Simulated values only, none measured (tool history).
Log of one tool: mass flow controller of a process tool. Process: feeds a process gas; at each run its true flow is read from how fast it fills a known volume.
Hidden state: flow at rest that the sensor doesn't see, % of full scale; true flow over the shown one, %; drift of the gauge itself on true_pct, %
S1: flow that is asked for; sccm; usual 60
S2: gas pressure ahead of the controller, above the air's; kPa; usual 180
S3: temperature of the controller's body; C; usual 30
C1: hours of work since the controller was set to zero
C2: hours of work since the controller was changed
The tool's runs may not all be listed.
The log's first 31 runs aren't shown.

Run 32, hour 3034.9: usual settings but S1 16 sccm, S2 150 kPa, S3 34 C; C1 2911; C2 2911. Result: true flow (%) 100.92.
Run 33, hour 3132.4: usual settings but S1 12 sccm, S2 279 kPa, S3 20 C; C1 2970; C2 2970. Result: true flow (%) 101.89.
Run 34, hour 3201.5: usual settings but S1 12 sccm, S2 279 kPa, S3 20 C; C1 3013; C2 3013. Result: true flow (%) 101.94.
Run 35, hour 3313.9: usual settings but S1 27 sccm, S2 189 kPa, S3 29 C; C1 3081; C2 3081. Result: true flow (%) 100.55.
Run 36, hour 3424.8: usual settings but S1 27 sccm, S2 141 kPa, S3 31 C; C1 3149; C2 3149. Result: true flow (%) 100.77.
Run 37, hour 3517.3: usual settings but S1 27 sccm, S2 141 kPa, S3 31 C; C1 3206; C2 3206. Result: true flow (%) 100.83.
Run 38, hour 3637.2: usual settings but S1 22 sccm, S2 162 kPa, S3 24 C; C1 3279; C2 3279. Result: true flow (%) 101.54.
Run 39, hour 3720.0: usual settings but S1 29 sccm, S3 27 C; C1 3330; C2 3330. Result: true flow (%) 100.88.
Run 40, hour 3821.2: usual settings but S1 29 sccm, S3 27 C; C1 3392; C2 3392. Result: true flow (%) 100.88.
Run 41, hour 3893.9: usual settings but S2 176 kPa; C1 3437; C2 3437. Result: true flow (%) 100.82.
Run 42, hour 3995.2: usual settings but S2 196 kPa, S3 26 C; C1 3499; C2 3499. Result: true flow (%) 100.91.
Run 43, hour 4081.9: usual settings but S1 41 sccm, S2 151 kPa, S3 26 C; C1 3552; C2 3552. Result: true flow (%) 101.20.
Run 44, hour 4133.2: usual settings but S1 84 sccm, S2 213 kPa, S3 26 C; C1 3583; C2 3583. Result: true flow (%) 101.34.
Run 45, hour 4247.2: usual settings but S1 84 sccm, S2 213 kPa, S3 26 C; C1 3653; C2 3653. Result: true flow (%) 101.16.
Run 46, hour 4299.3: usual settings but S1 12 sccm, S2 254 kPa; C1 3685; C2 3685. Result: true flow (%) 102.05.
Run 47, hour 4399.3: usual settings but S1 12 sccm, S2 274 kPa, S3 38 C; C1 3746; C2 3746. Result: true flow (%) 101.36.

Run 48 comes next. What will it give?
Run 48, hour 4464.4: usual settings but S1 12 sccm, S2 274 kPa, S3 38 C; C1 3786; C2 3786. Result: true flow (%) ?.

true flow (%): 101.39
Without the tool's hidden state the same run would have given true flow (%) 96.50.

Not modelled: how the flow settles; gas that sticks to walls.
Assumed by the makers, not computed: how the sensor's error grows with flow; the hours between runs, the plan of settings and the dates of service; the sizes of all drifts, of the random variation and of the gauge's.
